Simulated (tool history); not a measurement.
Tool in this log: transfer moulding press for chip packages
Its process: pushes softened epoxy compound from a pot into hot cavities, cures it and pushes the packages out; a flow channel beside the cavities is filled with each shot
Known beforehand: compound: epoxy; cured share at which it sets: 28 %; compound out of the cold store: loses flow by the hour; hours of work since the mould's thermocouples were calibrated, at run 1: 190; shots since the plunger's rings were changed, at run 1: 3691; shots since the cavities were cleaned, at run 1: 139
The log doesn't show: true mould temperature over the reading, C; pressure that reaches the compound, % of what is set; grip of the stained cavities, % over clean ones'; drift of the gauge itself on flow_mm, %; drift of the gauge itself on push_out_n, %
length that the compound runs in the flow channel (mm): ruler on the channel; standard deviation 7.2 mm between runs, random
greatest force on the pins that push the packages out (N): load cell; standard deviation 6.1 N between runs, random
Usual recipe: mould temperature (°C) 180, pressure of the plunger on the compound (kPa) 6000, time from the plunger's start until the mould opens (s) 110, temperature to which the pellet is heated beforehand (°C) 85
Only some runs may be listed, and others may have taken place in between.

| run | hour | mould temperature (°C) | pressure of the plunger on the compound (kPa) | time from the plunger's start until the mould opens (s) | temperature to which the pellet is heated beforehand (°C) | hours of work since the mould's thermocouples were calibrated | shots since the plunger's rings were changed | shots since the cavities were cleaned | incoming compound's hours out of the cold store | length that the compound runs in the flow channel (mm) | greatest force on the pins that push the packages out (N) |
|---|---|---|---|---|---|---|---|---|---|---|---|
| 1 | 0 | 180 | 6000 | 110 | 85 | 190 | 3691 | 139 | 21.3 | 837 | 278 |
| 2 | 32.5 | 180 | 6000 | 110 | 85 | 203 | 3901 | 349 | 24.1 | 814 | 339 |
| 3 | 62.2 | 180 | 6000 | 110 | 85 | 215 | 4092 | 540 | 37.8 | 758 | 354 |
| 4 | 113.2 | 174 | 6000 | 110 | 85 | 236 | 4420 | 868 | 32.9 | 782 | 551 |
|  | 130.5 | cavities cleaned with cleaning compound and waxed |
| 5 | 151.6 | 176 | 6000 | 110 | 85 | 251 | 4658 | 136 | 31.7 | 799 | 353 |
| 6 | 195.1 | 176 | 6000 | 110 | 85 | 269 | 4938 | 416 | 46 | 709 | 396 |
| 7 | 228.4 | 176 | 6000 | 110 | 93 | 283 | 5152 | 630 | 43.4 | 711 | 432 |
| 8 | 273 | 176 | 6000 | 110 | 87 | 301 | 5440 | 918 | 35.1 | 754 | 484 |
|  | 281.2 | cavities cleaned with cleaning compound and waxed |
| 9 | 300.2 | 176 | 6000 | 102 | 87 | 311 | 5605 | 122 | 11.7 | 899 | 467 |
|  | 350.1 | plunger's sealing rings changed |
| 10 | 350.5 | 180 | 6000 | 110 | 85 | 331 | 2 | 430 | 36.1 | 789 | 353 |
| 11 | 387.2 | 180 | 6000 | 110 | 85 | 346 | 239 | 667 | 37.6 | 778 | 394 |
|  | 433.9 | cavities cleaned with cleaning compound and waxed |
| 12 | 434.7 | 180 | 6000 | 99 | 85 | 365 | 535 | 5 | 35.4 | 780 | 284 |
| 13 | 462.3 | 180 | 6000 | 99 | 85 | 376 | 713 | 183 | 27.5 | 831 | 372 |
| 14 | 488.1 | 180 | 6000 | 99 | 85 | 387 | 879 | 349 | 47 | 723 | 391 |
|  | 534.5 | mould's thermocouples calibrated |
| 15 | 541.1 | 180 | 6000 | 99 | 85 | 3 | 1207 | 677 | 47 | 729 | 463 |
| 16 | 570.4 | 180 | 6790 | 119 | 85 | 15 | 1396 | 866 | 16.3 | 944 | 375 |
|  | 586.8 | cavities cleaned with cleaning compound and waxed |
| 17 | 607.4 | 172 | 5860 | 121 | 89 | 29 | 1625 | 133 | 42.8 | 752 | 349 |
| 18 | 668.9 | 180 | 6000 | 110 | 94 | 54 | 2021 | 529 | 38.2 | 758 | 377 |
| 19 | 705.3 | 178 | 4700 | 99 | 77 | 69 | 2255 | 763 | 46.7 | 632 | 535 |
|  | 735.6 | cavities cleaned with cleaning compound and waxed |
| 20 | 765.2 | 180 | 5960 | 119 | 85 | 93 | 2631 | 190 | 26.8 | 816 | 281 |
| 21 | 820.2 | 180 | 5960 | 119 | 85 | 116 | 2986 | 545 | 35.4 | 761 | 316 |
| 22 | 860.2 | 180 | 5960 | 119 | 85 | 132 | 3244 | 803 | 45.7 | 715 | 344 |
|  | 887.5 | cavities cleaned with cleaning compound and waxed |
| 23 | 922.8 | 180 | 6710 | 141 | 86 | 157 | 3637 | 227 | 45.8 | 753 | 226 |
| 24 | 969.8 | 174 | 7000 | 104 | 79 | 177 | 3940 | 530 | 14.9 | 967 | 665 |
| 25 | 1023.9 | 174 | 7000 | 104 | 79 | 199 | 4288 | 878 | 12.4 | 982 | 728 |
|  | 1039.3 | cavities cleaned with cleaning compound and waxed |
| 26 | 1081.6 | 174 | 7000 | 104 | 79 | 222 | 4650 | 273 | 32.9 | 845 | 517 |
| 27 | 1108.3 | 188 | 6140 | 100 | 76 | 233 | 4822 | 445 | 16 | 836 | 324 |
| 28 | 1168.2 | 188 | 6140 | 100 | 76 | 257 | 5208 | 831 | 42 | 693 | 333 |
|  | 1188.3 | cavities cleaned with cleaning compound and waxed |
| 29 | 1195.8 | 183 | 6000 | 99 | 85 | 268 | 5376 | 49 | 28.1 | 777 | 262 |

Describe how what the log doesn't record of the tool's condition differs between the last listed run preceding each entry between runs and the first listed run following it.
Runs 4 to 5: cavities cleaned with cleaning compound and waxed (hour 130.5)
  true mould temperature over the reading, C: 0.21 -> 0.22; pressure that reaches the compound, % of what is set: 89.9 -> 89.37; grip of the stained cavities, % over clean ones': 73 -> 22.9
  measured value less the no-hidden-state value, length that the compound runs in the flow channel (mm): -43 -> -47; greatest force on the pins that push the packages out (N): +230 -> +63
Runs 8 to 9: cavities cleaned with cleaning compound and waxed (hour 281.2)
  true mould temperature over the reading, C: 0.27 -> 0.28; pressure that reaches the compound, % of what is set: 87.65 -> 87.3; grip of the stained cavities, % over clean ones': 76.6 -> 22.9
  measured value less the no-hidden-state value, length that the compound runs in the flow channel (mm): -52 -> -64; greatest force on the pins that push the packages out (N): +206 -> +79
Runs 9 to 10: plunger's sealing rings changed (hour 350.1)
  true mould temperature over the reading, C: 0.28 -> 0.29; pressure that reaches the compound, % of what is set: 87.3 -> 98.93; grip of the stained cavities, % over clean ones': 22.9 -> 53.3
  measured value less the no-hidden-state value, length that the compound runs in the flow channel (mm): -64 -> -5; greatest force on the pins that push the packages out (N): +79 -> +117
Runs 11 to 12: cavities cleaned with cleaning compound and waxed (hour 433.9)
  true mould temperature over the reading, C: 0.31 -> 0.32; pressure that reaches the compound, % of what is set: 98.46 -> 97.84; grip of the stained cavities, % over clean ones': 67.3 -> 3.1
  measured value less the no-hidden-state value, length that the compound runs in the flow channel (mm): -7 -> -9; greatest force on the pins that push the packages out (N): +153 -> +3
Runs 14 to 15: mould's thermocouples calibrated (hour 534.5)
  true mould temperature over the reading, C: 0.34 -> -0.34; pressure that reaches the compound, % of what is set: 97.04 -> 96.37; grip of the stained cavities, % over clean ones': 45.1 -> 66.7
  measured value less the no-hidden-state value, length that the compound runs in the flow channel (mm): -12 -> -12; greatest force on the pins that push the packages out (N): +118 -> +190
Runs 16 to 17: cavities cleaned with cleaning compound and waxed (hour 586.8)
  true mould temperature over the reading, C: -0.33 -> -0.31; pressure that reaches the compound, % of what is set: 95.95 -> 95.43; grip of the stained cavities, % over clean ones': 74.8 -> 21.4
  measured value less the no-hidden-state value, length that the compound runs in the flow channel (mm): -19 -> -17; greatest force on the pins that push the packages out (N): +163 -> +68
Runs 19 to 20: cavities cleaned with cleaning compound and waxed (hour 735.6)
  true mould temperature over the reading, C: -0.28 -> -0.26; pressure that reaches the compound, % of what is set: 93.99 -> 93.19; grip of the stained cavities, % over clean ones': 70.5 -> 29.7
  measured value less the no-hidden-state value, length that the compound runs in the flow channel (mm): -20 -> -29; greatest force on the pins that push the packages out (N): +226 -> +66
Runs 22 to 23: cavities cleaned with cleaning compound and waxed (hour 887.5)
  true mould temperature over the reading, C: -0.22 -> -0.2; pressure that reaches the compound, % of what is set: 91.83 -> 90.93; grip of the stained cavities, % over clean ones': 72.2 -> 32
  measured value less the no-hidden-state value, length that the compound runs in the flow channel (mm): -31 -> -36; greatest force on the pins that push the packages out (N): +146 -> +57
Runs 25 to 26: cavities cleaned with cleaning compound and waxed (hour 1039.3)
  true mould temperature over the reading, C: -0.16 -> -0.14; pressure that reaches the compound, % of what is set: 89.54 -> 88.68; grip of the stained cavities, % over clean ones': 74.9 -> 37.3
  measured value less the no-hidden-state value, length that the compound runs in the flow channel (mm): -55 -> -52; greatest force on the pins that push the packages out (N): +319 -> +145
Runs 28 to 29: cavities cleaned with cleaning compound and waxed (hour 1188.3)
  true mould temperature over the reading, C: -0.11 -> -0.1; pressure that reaches the compound, % of what is set: 87.47 -> 87.11; grip of the stained cavities, % over clean ones': 73.2 -> 8.6
  measured value less the no-hidden-state value, length that the compound runs in the flow channel (mm): -48 -> -55; greatest force on the pins that push the packages out (N): +139 -> +22
